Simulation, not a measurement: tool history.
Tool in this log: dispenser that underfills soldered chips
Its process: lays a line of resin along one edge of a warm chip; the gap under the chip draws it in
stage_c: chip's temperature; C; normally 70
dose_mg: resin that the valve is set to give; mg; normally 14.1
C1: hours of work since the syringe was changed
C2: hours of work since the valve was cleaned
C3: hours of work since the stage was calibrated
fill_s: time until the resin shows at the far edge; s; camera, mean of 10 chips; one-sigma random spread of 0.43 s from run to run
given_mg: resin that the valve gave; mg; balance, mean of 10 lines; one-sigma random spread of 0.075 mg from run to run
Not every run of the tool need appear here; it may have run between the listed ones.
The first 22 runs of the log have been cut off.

run 23 hour=80.2 | stage_c=67 dose_mg=17.7 | C1=5 C2=46 C3=75 | fill_s=51.5 given_mg=17.26
run 24 hour=84.7 | stage_c=63 dose_mg=16.4 | C1=8 C2=49 C3=78 | fill_s=79.3 given_mg=15.74
run 25 hour=87 | stage_c=68 dose_mg=15.9 | C1=10 C2=50 C3=80 | fill_s=71.9 given_mg=15.33
run 26 hour=89.1 | stage_c=68 dose_mg=15.9 | C1=11 C2=52 C3=81 | fill_s=80.5 given_mg=15.25
-- hour=90.8 new syringe of resin
run 27 hour=92.9 | stage_c=68 dose_mg=12 | C1=1 C2=54 C3=84 | fill_s=38.3 given_mg=11.53
run 28 hour=95.4 | stage_c=68 dose_mg=12 | C1=3 C2=56 C3=85 | fill_s=42.8 given_mg=11.51
run 29 hour=98.2 | stage_c=68 dose_mg=12 | C1=5 C2=57 C3=87 | fill_s=51.2 given_mg=11.52
run 30 hour=102.5 | stage_c=68 dose_mg=12 | C1=8 C2=60 C3=90 | fill_s=64.5 given_mg=11.5
run 31 hour=106.4 | stage_c=70 dose_mg=14 | C1=10 C2=63 C3=93 | fill_s=69.8 given_mg=13.51
-- hour=109 new syringe of resin
run 32 hour=110.3 | stage_c=70 dose_mg=16.8 | C1=1 C2=65 C3=95 | fill_s=31.3 given_mg=15.89
run 33 hour=114.9 | stage_c=70 dose_mg=16.8 | C1=4 C2=68 C3=98 | fill_s=40.6 given_mg=15.97
run 34 hour=117.3 | stage_c=70 dose_mg=17.4 | C1=6 C2=70 C3=100 | fill_s=46.3 given_mg=16.54
run 35 hour=120.4 | stage_c=63 dose_mg=14.1 | C1=8 C2=72 C3=102 | fill_s=77.5 given_mg=13.45
run 36 hour=124.3 | stage_c=62 dose_mg=12.8 | C1=10 C2=75 C3=105 | fill_s=104.3 given_mg=12.14

3 options for the next run, each taken on its own from the tool as it stands now. Forecast them:
-- hour=127.1 new syringe of resin
run A hour=127.1 | stage_c=80 dose_mg=12.7 | C1=0 C2=76 C3=106 | fill_s=? given_mg=?
-- hour=127.1 new syringe of resin
run B hour=127.1 | stage_c=63 dose_mg=12.6 | C1=0 C2=76 C3=106 | fill_s=? given_mg=?
-- hour=127.1 new syringe of resin
run C hour=127.1 | stage_c=72 dose_mg=14.1 | C1=0 C2=76 C3=106 | fill_s=? given_mg=?

run=A fill_s=19.8 given_mg=11.98
run=B fill_s=44 given_mg=11.88
run=C fill_s=27.4 given_mg=13.27
Take away the tool's hidden state, keep each run's random variation, and the runs would have read:
run=A fill_s=19.9 given_mg=12.69
run=B fill_s=44.2 given_mg=12.59
run=C fill_s=27.6 given_mg=14.06
